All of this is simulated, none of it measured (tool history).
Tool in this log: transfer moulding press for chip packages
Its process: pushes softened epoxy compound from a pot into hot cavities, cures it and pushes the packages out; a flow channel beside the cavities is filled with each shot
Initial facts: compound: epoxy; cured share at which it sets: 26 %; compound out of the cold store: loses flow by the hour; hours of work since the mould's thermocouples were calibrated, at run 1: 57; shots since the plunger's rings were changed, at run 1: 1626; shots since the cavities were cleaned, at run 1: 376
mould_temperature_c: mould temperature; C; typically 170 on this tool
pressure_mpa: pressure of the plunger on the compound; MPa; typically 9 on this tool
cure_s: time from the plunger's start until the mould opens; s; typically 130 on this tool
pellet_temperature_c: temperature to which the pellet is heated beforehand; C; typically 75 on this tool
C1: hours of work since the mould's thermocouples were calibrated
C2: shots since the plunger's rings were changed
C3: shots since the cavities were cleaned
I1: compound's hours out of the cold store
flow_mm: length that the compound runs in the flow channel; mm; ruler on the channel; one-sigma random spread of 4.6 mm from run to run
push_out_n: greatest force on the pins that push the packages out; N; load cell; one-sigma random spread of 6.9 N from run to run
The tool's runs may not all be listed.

run 1 hour=0 | mould_temperature_c=170 pressure_mpa=9 cure_s=130 pellet_temperature_c=75 | C1=57 C2=1626 C3=376 | I1=14.5 | flow_mm=792 push_out_n=459
run 2 hour=18.4 | mould_temperature_c=170 pressure_mpa=9 cure_s=130 pellet_temperature_c=75 | C1=65 C2=1745 C3=495 | I1=44.6 | flow_mm=722 push_out_n=499
-- hour=47.5 cavities cleaned with cleaning compound and waxed
run 3 hour=53.1 | mould_temperature_c=170 pressure_mpa=9 cure_s=130 pellet_temperature_c=73 | C1=80 C2=1960 C3=37 | I1=12 | flow_mm=780 push_out_n=626
run 4 hour=68.1 | mould_temperature_c=170 pressure_mpa=9 cure_s=130 pellet_temperature_c=73 | C1=86 C2=2057 C3=134 | I1=37.2 | flow_mm=738 push_out_n=623
run 5 hour=93.9 | mould_temperature_c=170 pressure_mpa=9 cure_s=130 pellet_temperature_c=73 | C1=97 C2=2224 C3=301 | I1=25.3 | flow_mm=748 push_out_n=650
run 6 hour=108.8 | mould_temperature_c=170 pressure_mpa=9 cure_s=130 pellet_temperature_c=73 | C1=104 C2=2320 C3=397 | I1=37.9 | flow_mm=728 push_out_n=652
run 7 hour=140.5 | mould_temperature_c=170 pressure_mpa=9 cure_s=130 pellet_temperature_c=73 | C1=118 C2=2525 C3=602 | I1=8.2 | flow_mm=777 push_out_n=650
-- hour=152.4 cavities cleaned with cleaning compound and waxed
run 8 hour=157.3 | mould_temperature_c=170 pressure_mpa=9 cure_s=130 pellet_temperature_c=75 | C1=124 C2=2624 C3=32 | I1=35.2 | flow_mm=727 push_out_n=305
-- hour=179.4 cavities cleaned with cleaning compound and waxed, once more
run 9 hour=179.4 | mould_temperature_c=170 pressure_mpa=9 cure_s=130 pellet_temperature_c=75 | C1=133 C2=2757 C3=0 | I1=12.2 | flow_mm=777 push_out_n=278
run 10 hour=201.7 | mould_temperature_c=170 pressure_mpa=9 cure_s=130 pellet_temperature_c=75 | C1=143 C2=2901 C3=144 | I1=20.7 | flow_mm=754 push_out_n=361
run 11 hour=223.1 | mould_temperature_c=170 pressure_mpa=9 cure_s=130 pellet_temperature_c=75 | C1=152 C2=3040 C3=283 | I1=37 | flow_mm=727 push_out_n=423
run 12 hour=255.8 | mould_temperature_c=170 pressure_mpa=9 cure_s=130 pellet_temperature_c=75 | C1=166 C2=3252 C3=495 | I1=44.5 | flow_mm=701 push_out_n=495
-- hour=284.3 cavities cleaned with cleaning compound and waxed
run 13 hour=284.4 | mould_temperature_c=170 pressure_mpa=9 cure_s=130 pellet_temperature_c=75 | C1=178 C2=3427 C3=1 | I1=35.4 | flow_mm=725 push_out_n=272
run 14 hour=305.1 | mould_temperature_c=170 pressure_mpa=9 cure_s=130 pellet_temperature_c=75 | C1=187 C2=3561 C3=135 | I1=24.9 | flow_mm=736 push_out_n=363
-- hour=318.8 plunger's sealing rings changed
run 15 hour=340.6 | mould_temperature_c=175 pressure_mpa=6.93 cure_s=130 pellet_temperature_c=75 | C1=202 C2=141 C3=348 | I1=31.1 | flow_mm=663 push_out_n=422
run 16 hour=361.1 | mould_temperature_c=168 pressure_mpa=7.61 cure_s=139 pellet_temperature_c=72 | C1=210 C2=274 C3=481 | I1=16 | flow_mm=733 push_out_n=511
run 17 hour=375.9 | mould_temperature_c=168 pressure_mpa=7.61 cure_s=115 pellet_temperature_c=72 | C1=217 C2=370 C3=577 | I1=28 | flow_mm=711 push_out_n=650
-- hour=392 cavities cleaned with cleaning compound and waxed
run 18 hour=408.2 | mould_temperature_c=168 pressure_mpa=7.61 cure_s=137 pellet_temperature_c=81 | C1=230 C2=569 C3=105 | I1=13.3 | flow_mm=743 push_out_n=345
run 19 hour=423.6 | mould_temperature_c=170 pressure_mpa=9 cure_s=150 pellet_temperature_c=71 | C1=237 C2=669 C3=205 | I1=41.7 | flow_mm=747 push_out_n=368
run 20 hour=451.1 | mould_temperature_c=174 pressure_mpa=9.32 cure_s=150 pellet_temperature_c=71 | C1=249 C2=847 C3=383 | I1=22.1 | flow_mm=796 push_out_n=428
run 21 hour=482.3 | mould_temperature_c=172 pressure_mpa=8.9 cure_s=154 pellet_temperature_c=75 | C1=263 C2=1048 C3=584 | I1=19.1 | flow_mm=773 push_out_n=493
-- hour=497.9 cavities cleaned with cleaning compound and waxed
run 22 hour=510 | mould_temperature_c=172 pressure_mpa=8.9 cure_s=154 pellet_temperature_c=75 | C1=274 C2=1218 C3=79 | I1=16.6 | flow_mm=781 push_out_n=298
run 23 hour=534.7 | mould_temperature_c=166 pressure_mpa=8.02 cure_s=156 pellet_temperature_c=70 | C1=285 C2=1377 C3=238 | I1=44.6 | flow_mm=703 push_out_n=405
run 24 hour=560.5 | mould_temperature_c=170 pressure_mpa=6.89 cure_s=130 pellet_temperature_c=75 | C1=296 C2=1544 C3=405 | I1=47.5 | flow_mm=629 push_out_n=462
run 25 hour=584.5 | mould_temperature_c=170 pressure_mpa=9 cure_s=130 pellet_temperature_c=81 | C1=306 C2=1700 C3=561 | I1=32.5 | flow_mm=741 push_out_n=508
-- hour=602.1 cavities cleaned with cleaning compound and waxed
run 26 hour=620.8 | mould_temperature_c=176 pressure_mpa=8.45 cure_s=130 pellet_temperature_c=81 | C1=321 C2=1925 C3=121 | I1=28.8 | flow_mm=720 push_out_n=320
run 27 hour=648 | mould_temperature_c=177 pressure_mpa=9 cure_s=136 pellet_temperature_c=70 | C1=333 C2=2101 C3=297 | I1=42.8 | flow_mm=712 push_out_n=395
run 28 hour=674.3 | mould_temperature_c=177 pressure_mpa=9 cure_s=136 pellet_temperature_c=70 | C1=345 C2=2271 C3=467 | I1=29.8 | flow_mm=733 push_out_n=459

How the hidden state differs across the entries between the runs, from the last listed run before each to the first after it:
In the gap between runs 2 and 3: cavities cleaned with cleaning compound and waxed (hour 47.5)
  true mould temperature over the reading, C: 0.16 -> 0.15; pressure that reaches the compound, % of what is set: 94.23 -> 93.52; grip of the stained cavities, % over clean ones': 80.6 -> 128.8
  measured minus no-state result, flow_mm: -23 -> -27 mm; push_out_n: +221 -> +354 N
In the gap between runs 7 and 8: cavities cleaned with cleaning compound and waxed (hour 152.4)
  pressure that reaches the compound, % of what is set: 91.71 -> 91.37; grip of the stained cavities, % over clean ones': 131.5 -> 10.8
  measured minus no-state result, flow_mm: -34 -> -34 mm; push_out_n: +368 -> +29 N
In the gap between runs 8 and 9: cavities cleaned with cleaning compound and waxed, once more (hour 179.4)
  true mould temperature over the reading, C: 0.11 -> 0.1; pressure that reaches the compound, % of what is set: 91.37 -> 90.98; grip of the stained cavities, % over clean ones': 10.8 -> 1.5
  measured minus no-state result, flow_mm: -34 -> -38 mm; push_out_n: +29 -> +4 N
In the gap between runs 12 and 13: cavities cleaned with cleaning compound and waxed (hour 284.3)
  true mould temperature over the reading, C: 0.07 -> 0.05; pressure that reaches the compound, % of what is set: 89.27 -> 88.7; grip of the stained cavities, % over clean ones': 81.7 -> 0.8
  measured minus no-state result, flow_mm: -42 -> -45 mm; push_out_n: +221 -> +2 N
In the gap between runs 14 and 15: plunger's sealing rings changed (hour 318.8)
  true mould temperature over the reading, C: 0.05 -> 0.03; pressure that reaches the compound, % of what is set: 88.26 -> 99.28; grip of the stained cavities, % over clean ones': 31.8 -> 65.7
  measured minus no-state result, flow_mm: -48 -> -3 mm; push_out_n: +88 -> +165 N
In the gap between runs 17 and 18: cavities cleaned with cleaning compound and waxed (hour 392)
  true mould temperature over the reading, C: 0.02 -> 0.01; pressure that reaches the compound, % of what is set: 98.52 -> 97.86; grip of the stained cavities, % over clean ones': 89.7 -> 24
  measured minus no-state result, flow_mm: -5 -> -8 mm; push_out_n: +307 -> +67 N
In the gap between runs 21 and 22: cavities cleaned with cleaning compound and waxed (hour 497.9)
  true mould temperature over the reading, C: -0.03 -> -0.04; pressure that reaches the compound, % of what is set: 96.28 -> 95.73; grip of the stained cavities, % over clean ones': 89.7 -> 20
  measured minus no-state result, flow_mm: -15 -> -17 mm; push_out_n: +231 -> +49 N
In the gap between runs 25 and 26: cavities cleaned with cleaning compound and waxed (hour 602.1)
  true mould temperature over the reading, C: -0.07 -> -0.08; pressure that reaches the compound, % of what is set: 94.09 -> 93.42; grip of the stained cavities, % over clean ones': 86.5 -> 25.5
  measured minus no-state result, flow_mm: -23 -> -25 mm; push_out_n: +236 -> +66 N

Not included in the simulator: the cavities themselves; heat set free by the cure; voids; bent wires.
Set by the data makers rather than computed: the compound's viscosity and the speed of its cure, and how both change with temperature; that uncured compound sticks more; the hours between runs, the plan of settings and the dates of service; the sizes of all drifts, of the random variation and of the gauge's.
